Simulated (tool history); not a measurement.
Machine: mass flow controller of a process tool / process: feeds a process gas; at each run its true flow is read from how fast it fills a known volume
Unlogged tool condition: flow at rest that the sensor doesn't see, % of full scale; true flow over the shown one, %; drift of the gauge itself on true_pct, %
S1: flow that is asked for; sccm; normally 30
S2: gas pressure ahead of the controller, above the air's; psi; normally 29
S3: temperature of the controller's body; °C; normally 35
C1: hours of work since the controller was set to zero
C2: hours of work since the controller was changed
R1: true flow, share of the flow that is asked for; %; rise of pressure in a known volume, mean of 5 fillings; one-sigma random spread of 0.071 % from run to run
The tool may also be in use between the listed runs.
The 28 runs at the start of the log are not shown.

run     hour  S1    S2  S3    C1    C2      R1
 29   9462.6   9  25.4  29  2442  7086  102.43
 30   9770.1  30  22.8  35  2599  7243  101.75
 31  10057.4   6  22.8  36  2746  7390  103.92
 32    10447   6  22.8  36  2945  7589  104.18
 33  10878.2   6  23.6  25  3165  7810  104.03
 34  11134.9   6  29.3  36  3296  7941  104.68
 35  11463.9  31    39  35  3464  8109  102.38
 36  11770.4  20  20.3  33  3621  8266  102.42
 37  12207.4  20  20.3  33  3844  8489  102.54
 38  12404.6  30  33.8  38  3945  8590  102.64
 39  12666.6  30  33.8  38  4079  8723  102.74
 40  12937.3  30  22.6  35  4217  8862  102.47
 41    13143  32  35.2  28  4322  8967  102.43
 42  13560.7   6  30.3  37  4536  9180  106.44
 43  13873.5   6  30.3  37  4696  9340  106.86

Predict each of these 5 candidate next runs independently; none follows another, all start after run 43:
  A  14338.6  30  27.4  35  4933  9578   ?
  B  14338.6   6  39.2  29  4933  9578   ?
  C  14338.6  46  30.3  37  4933  9578   ?
  D  14338.6  23  24.1  33  4933  9578   ?
  E  14338.6  10    26  24  4933  9578   ?

run      R1
  A  102.84
  B  106.83
  C  102.89
  D  102.84
  E   104.2
With no hidden state in the tool, these same runs would have given:
run     R1
  A  99.75
  B  99.09
  C  100.2
  D   99.4
  E  98.78
